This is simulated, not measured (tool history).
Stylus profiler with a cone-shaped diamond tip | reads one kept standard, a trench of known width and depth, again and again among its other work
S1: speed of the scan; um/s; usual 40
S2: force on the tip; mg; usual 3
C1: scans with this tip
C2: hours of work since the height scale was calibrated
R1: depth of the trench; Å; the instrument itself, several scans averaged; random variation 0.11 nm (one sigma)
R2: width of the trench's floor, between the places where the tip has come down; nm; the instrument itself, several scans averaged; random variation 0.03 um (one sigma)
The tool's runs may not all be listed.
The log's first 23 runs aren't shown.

run 24 hour=536.9 | S1=45 S2=3.03 | C1=7875 C2=1177 | R1=2021.2 R2=47500
run 25 hour=553.3 | S1=45 S2=3.03 | C1=7942 C2=1187 | R1=2022.4 R2=47510
run 26 hour=574 | S1=45 S2=3.03 | C1=8027 C2=1199 | R1=2021.4 R2=47480
run 27 hour=597.6 | S1=133 S2=3.03 | C1=8124 C2=1214 | R1=2021 R2=47160
run 28 hour=618.6 | S1=56 S2=4.56 | C1=8210 C2=1227 | R1=2024.2 R2=47380
-- hour=620.8 height scale calibrated on a step standard
run 29 hour=638.2 | S1=17 S2=5.17 | C1=8288 C2=11 | R1=2028.7 R2=47580
run 30 hour=662.2 | S1=17 S2=5.17 | C1=8386 C2=25 | R1=2029 R2=47590
run 31 hour=690.3 | S1=60 S2=7.25 | C1=8501 C2=42 | R1=2035.3 R2=47470
run 32 hour=707.2 | S1=80 S2=1.34 | C1=8570 C2=53 | R1=2017.8 R2=47170
-- hour=712.5 height scale calibrated on a step standard, once more
run 33 hour=728.6 | S1=80 S2=1.34 | C1=8655 C2=10 | R1=2005.9 R2=47190
run 34 hour=763.1 | S1=29 S2=4.6 | C1=8797 C2=31 | R1=2015.9 R2=47450
run 35 hour=791.2 | S1=29 S2=4.6 | C1=8912 C2=48 | R1=2017.3 R2=47490
run 36 hour=807.8 | S1=29 S2=4.6 | C1=8980 C2=58 | R1=2017.3 R2=47490
run 37 hour=825.6 | S1=29 S2=1.3 | C1=9052 C2=69 | R1=2006 R2=47410
run 38 hour=840.3 | S1=49 S2=5.4 | C1=9113 C2=78 | R1=2018.7 R2=47370
run 39 hour=860.4 | S1=49 S2=5.4 | C1=9195 C2=90 | R1=2018.6 R2=47440
run 40 hour=882 | S1=44 S2=1.42 | C1=9283 C2=104 | R1=2008.2 R2=47350
run 41 hour=902.6 | S1=33 S2=4.59 | C1=9367 C2=116 | R1=2017.8 R2=47500
run 42 hour=932.2 | S1=33 S2=4.59 | C1=9488 C2=134 | R1=2018.4 R2=47440
run 43 hour=946.6 | S1=33 S2=4.59 | C1=9548 C2=143 | R1=2018 R2=47430
run 44 hour=967.4 | S1=61 S2=2.72 | C1=9633 C2=156 | R1=2013 R2=47300
run 45 hour=988.4 | S1=71 S2=6.46 | C1=9719 C2=169 | R1=2021.6 R2=47370
run 46 hour=1023.5 | S1=17 S2=2.55 | C1=9862 C2=190 | R1=2011.8 R2=47530

Forecast each of these 3 alternatives for the next run:
run A hour=1038.1 | S1=33 S2=3.22 | C1=9922 C2=199 | R1=? R2=?
run B hour=1038.1 | S1=44 S2=4.86 | C1=9922 C2=199 | R1=? R2=?
run C hour=1038.1 | S1=92 S2=8.03 | C1=9922 C2=199 | R1=? R2=?

run=A R1=2012.8 R2=47410
run=B R1=2018.7 R2=47370
run=C R1=2024.3 R2=47330
Without the tool's hidden state the same runs would have given:
run=A R1=2011.4 R2=47930
run=B R1=2017.2 R2=47890
run=C R1=2022.8 R2=47850
